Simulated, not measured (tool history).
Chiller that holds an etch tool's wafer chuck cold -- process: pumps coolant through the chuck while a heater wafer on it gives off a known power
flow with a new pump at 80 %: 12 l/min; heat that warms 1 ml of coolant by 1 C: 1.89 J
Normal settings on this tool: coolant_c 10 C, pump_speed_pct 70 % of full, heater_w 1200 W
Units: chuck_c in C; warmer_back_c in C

run,hour,coolant_c,pump_speed_pct,heater_w,chuck_c,warmer_back_c
1,0.0,10,70,1200,18.5,3.64
2,15.5,10,70,1200,18.3,3.66
3,46.0,10,70,773,15.4,2.31
4,68.0,10,70,773,15.5,2.35
5,84.9,10,70,1200,18.4,3.61
6,105.8,10,70,1200,18.5,3.64
7,120.0,10,70,1200,18.4,3.64
8,143.9,10,70,1200,18.5,3.68
9,174.7,10,70,1200,18.5,3.67
10,191.4,10,70,1200,18.5,3.69
11,222.1,10,70,1200,18.4,3.61
12,243.4,10,62,1200,19.4,4.12
13,258.4,10,62,1200,19.3,4.11
14,281.9,10,61,1200,19.3,4.21
15,309.6,16,94,1200,22.8,2.67
16,338.8,16,94,1200,22.5,2.72
17,361.1,12,75,1349,21.1,3.73
18,382.2,8,90,1200,14.8,2.80
19,412.4,8,90,1200,15.0,2.87
20,438.7,5,86,1739,15.3,4.32
21,470.0,9,89,1373,16.9,3.24
22,493.0,18,95,1140,24.1,2.51

4 options for the next run, each taken on its own from the tool as it stands now. Forecast them:
A,524.1,10,66,1366,?,?
B,524.1,18,73,993,?,?
C,524.1,18,83,1140,?,?
D,524.1,18,63,601,?,?

run,chuck_c,warmer_back_c
A,20.2,4.39
B,24.8,2.84
C,25.1,2.83
D,22.5,2.04
Stripped of hidden state, with their random variation kept, the same runs would have yielded:
run,chuck_c,warmer_back_c
A,20.1,4.38
B,24.7,2.83
C,25.1,2.82
D,22.5,2.03
